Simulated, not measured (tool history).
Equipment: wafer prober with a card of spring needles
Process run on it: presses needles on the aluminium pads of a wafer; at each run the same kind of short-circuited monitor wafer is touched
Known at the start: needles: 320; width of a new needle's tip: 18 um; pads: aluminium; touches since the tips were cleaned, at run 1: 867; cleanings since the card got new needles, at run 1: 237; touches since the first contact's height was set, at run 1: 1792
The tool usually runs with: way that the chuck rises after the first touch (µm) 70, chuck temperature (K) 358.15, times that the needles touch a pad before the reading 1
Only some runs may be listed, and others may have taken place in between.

run,hour,way that the chuck rises after the first touch (µm),chuck temperature (K),times that the needles touch a pad before the reading,touches since the tips were cleaned,cleanings since the card got new needles,touches since the first contact's height was set,resistance of one needle with its contact and lead (mohm),way that a needle slides on the pad (µm)
1,0.0,70,358.15,1,867,237,1792,261,11.50
# hour 3.0: tips cleaned on abrasive film
# hour 8.0: tips cleaned on abrasive film
# hour 11.9: tips cleaned on abrasive film
# hour 16.9: tips cleaned on abrasive film
# hour 20.9: tips cleaned on abrasive film
# hour 24.8: tips cleaned on abrasive film
# hour 28.8: tips cleaned on abrasive film
# hour 32.8: tips cleaned on abrasive film
# hour 37.8: tips cleaned on abrasive film
# hour 42.7: tips cleaned on abrasive film
# hour 46.7: tips cleaned on abrasive film
# hour 51.6: tips cleaned on abrasive film
# hour 56.6: tips cleaned on abrasive film
2,58.5,70,358.15,1,921,250,29074,264,11.46
# hour 61.5: tips cleaned on abrasive film
# hour 65.5: tips cleaned on abrasive film
# hour 69.5: tips cleaned on abrasive film
# hour 73.5: tips cleaned on abrasive film
# hour 77.5: tips cleaned on abrasive film
# hour 82.4: tips cleaned on abrasive film
# hour 86.4: tips cleaned on abrasive film
# hour 90.4: tips cleaned on abrasive film
# hour 95.3: tips cleaned on abrasive film
# hour 99.3: tips cleaned on abrasive film
# hour 103.3: tips cleaned on abrasive film
# hour 107.2: tips cleaned on abrasive film
# hour 111.2: tips cleaned on abrasive film
# hour 115.2: tips cleaned on abrasive film
# hour 120.2: tips cleaned on abrasive film
# hour 124.1: tips cleaned on abrasive film
# hour 129.1: tips cleaned on abrasive film
# hour 133.1: tips cleaned on abrasive film
# hour 137.0: tips cleaned on abrasive film
# hour 141.0: tips cleaned on abrasive film
3,144.8,70,358.15,1,1809,270,69268,307,11.29
# hour 145.9: tips cleaned on abrasive film
# hour 149.9: tips cleaned on abrasive film
# hour 153.9: tips cleaned on abrasive film
# hour 157.8: tips cleaned on abrasive film
# hour 161.8: tips cleaned on abrasive film
# hour 166.8: tips cleaned on abrasive film
# hour 171.7: tips cleaned on abrasive film
# hour 175.7: tips cleaned on abrasive film
# hour 180.6: tips cleaned on abrasive film
# hour 185.6: tips cleaned on abrasive film
# hour 190.5: tips cleaned on abrasive film
# hour 194.5: tips cleaned on abrasive film
# hour 198.5: tips cleaned on abrasive film
# hour 202.5: tips cleaned on abrasive film
# hour 203.7: height of the first contact set anew
# hour 207.7: tips cleaned on abrasive film
# hour 211.7: tips cleaned on abrasive film
# hour 215.7: tips cleaned on abrasive film
4,217.4,70,358.15,1,802,287,6352,276,11.47
# hour 220.4: tips cleaned on abrasive film
# hour 224.4: tips cleaned on abrasive film
# hour 228.3: tips cleaned on abrasive film
# hour 232.3: tips cleaned on abrasive film
# hour 237.3: tips cleaned on abrasive film
# hour 242.2: tips cleaned on abrasive film
# hour 246.2: tips cleaned on abrasive film
# hour 250.2: tips cleaned on abrasive film
# hour 255.1: tips cleaned on abrasive film
# hour 260.1: tips cleaned on abrasive film
# hour 264.1: tips cleaned on abrasive film
# hour 268.0: tips cleaned on abrasive film
# hour 272.0: tips cleaned on abrasive film
# hour 276.0: tips cleaned on abrasive film
# hour 280.0: tips cleaned on abrasive film
# hour 284.0: tips cleaned on abrasive film
# hour 287.9: tips cleaned on abrasive film
# hour 292.9: tips cleaned on abrasive film
# hour 297.8: tips cleaned on abrasive film
# hour 302.8: tips cleaned on abrasive film
5,305.4,70,358.15,1,1226,307,47351,294,11.37
# hour 307.4: tips cleaned on abrasive film
# hour 312.4: tips cleaned on abrasive film
# hour 316.3: tips cleaned on abrasive film
# hour 320.3: tips cleaned on abrasive film
# hour 324.3: tips cleaned on abrasive film
# hour 328.3: tips cleaned on abrasive film
# hour 333.2: tips cleaned on abrasive film
# hour 338.2: tips cleaned on abrasive film
# hour 343.1: tips cleaned on abrasive film
# hour 347.1: tips cleaned on abrasive film
# hour 351.1: tips cleaned on abrasive film
# hour 355.1: tips cleaned on abrasive film
# hour 360.0: tips cleaned on abrasive film
# hour 364.0: tips cleaned on abrasive film
# hour 368.0: tips cleaned on abrasive film
6,371.8,70,358.15,1,1803,322,78290,330,11.31
# hour 372.8: tips cleaned on abrasive film
# hour 376.8: tips cleaned on abrasive film
# hour 380.8: tips cleaned on abrasive film
# hour 385.7: tips cleaned on abrasive film
# hour 389.7: tips cleaned on abrasive film
# hour 393.7: tips cleaned on abrasive film
# hour 398.6: tips cleaned on abrasive film
# hour 403.6: tips cleaned on abrasive film
# hour 407.6: tips cleaned on abrasive film
# hour 410.8: height of the first contact set anew
# hour 411.9: tips cleaned on abrasive film
# hour 416.8: tips cleaned on abrasive film
# hour 420.8: tips cleaned on abrasive film
# hour 424.8: tips cleaned on abrasive film
# hour 436.8: card fitted with new needles
# hour 440.7: tips cleaned on abrasive film
# hour 445.7: tips cleaned on abrasive film
# hour 449.7: tips cleaned on abrasive film
# hour 453.7: tips cleaned on abrasive film
# hour 458.6: tips cleaned on abrasive film
# hour 462.6: tips cleaned on abrasive film
7,464.1,65,358.15,1,702,6,12726,241,10.71
# hour 467.1: tips cleaned on abrasive film
# hour 472.0: tips cleaned on abrasive film
# hour 476.0: tips cleaned on abrasive film
# hour 480.0: tips cleaned on abrasive film
# hour 484.0: tips cleaned on abrasive film
# hour 487.9: tips cleaned on abrasive film
# hour 491.9: tips cleaned on abrasive film
# hour 496.9: tips cleaned on abrasive film
# hour 500.8: tips cleaned on abrasive film
# hour 504.8: tips cleaned on abrasive film
# hour 508.8: tips cleaned on abrasive film
# hour 513.8: tips cleaned on abrasive film
# hour 517.7: tips cleaned on abrasive film
# hour 521.7: tips cleaned on abrasive film
# hour 526.2: tips cleaned on abrasive film
8,526.2,65,358.15,1,0,21,41621,208,10.57
# hour 531.1: tips cleaned on abrasive film
# hour 535.1: tips cleaned on abrasive film
# hour 540.0: tips cleaned on abrasive film
# hour 545.0: tips cleaned on abrasive film
# hour 549.0: tips cleaned on abrasive film
# hour 553.9: tips cleaned on abrasive film
# hour 557.9: tips cleaned on abrasive film
# hour 562.8: tips cleaned on abrasive film
# hour 567.8: tips cleaned on abrasive film
# hour 571.8: tips cleaned on abrasive film
# hour 576.7: tips cleaned on abrasive film
# hour 581.7: tips cleaned on abrasive film
# hour 585.7: tips cleaned on abrasive film
# hour 589.6: tips cleaned on abrasive film
9,592.9,65,358.15,1,1558,35,72776,295,10.48
# hour 594.0: tips cleaned on abrasive film
# hour 597.9: tips cleaned on abrasive film
# hour 601.9: tips cleaned on abrasive film
# hour 605.9: tips cleaned on abrasive film
# hour 609.9: tips cleaned on abrasive film
# hour 613.9: tips cleaned on abrasive film
# hour 617.8: tips cleaned on abrasive film
# hour 622.8: tips cleaned on abrasive film
# hour 626.8: tips cleaned on abrasive film
# hour 630.8: tips cleaned on abrasive film
# hour 635.7: tips cleaned on abrasive film
# hour 639.7: tips cleaned on abrasive film
# hour 643.9: height of the first contact set anew
# hour 644.9: tips cleaned on abrasive film
10,646.0,50,299.15,3,518,48,981,214,8.22

Run 11 comes next. What will it give?
# hour 649.0: tips cleaned on abrasive film
# hour 653.0: tips cleaned on abrasive film
# hour 657.0: tips cleaned on abrasive film
# hour 662.0: tips cleaned on abrasive film
# hour 666.9: tips cleaned on abrasive film
# hour 671.9: tips cleaned on abrasive film
# hour 675.8: tips cleaned on abrasive film
# hour 680.8: tips cleaned on abrasive film
# hour 684.8: tips cleaned on abrasive film
11,687.8,50,299.15,3,1432,57,20454,?,?

{"run 11": {"resistance of one needle with its contact and lead (mohm)": 252, "way that a needle slides on the pad (µm)": 8.2}}
On a tool with no hidden condition, and with the same random variation, this run would have come out at resistance of one needle with its contact and lead (mohm) 191, way that a needle slides on the pad (µm) 8.27.
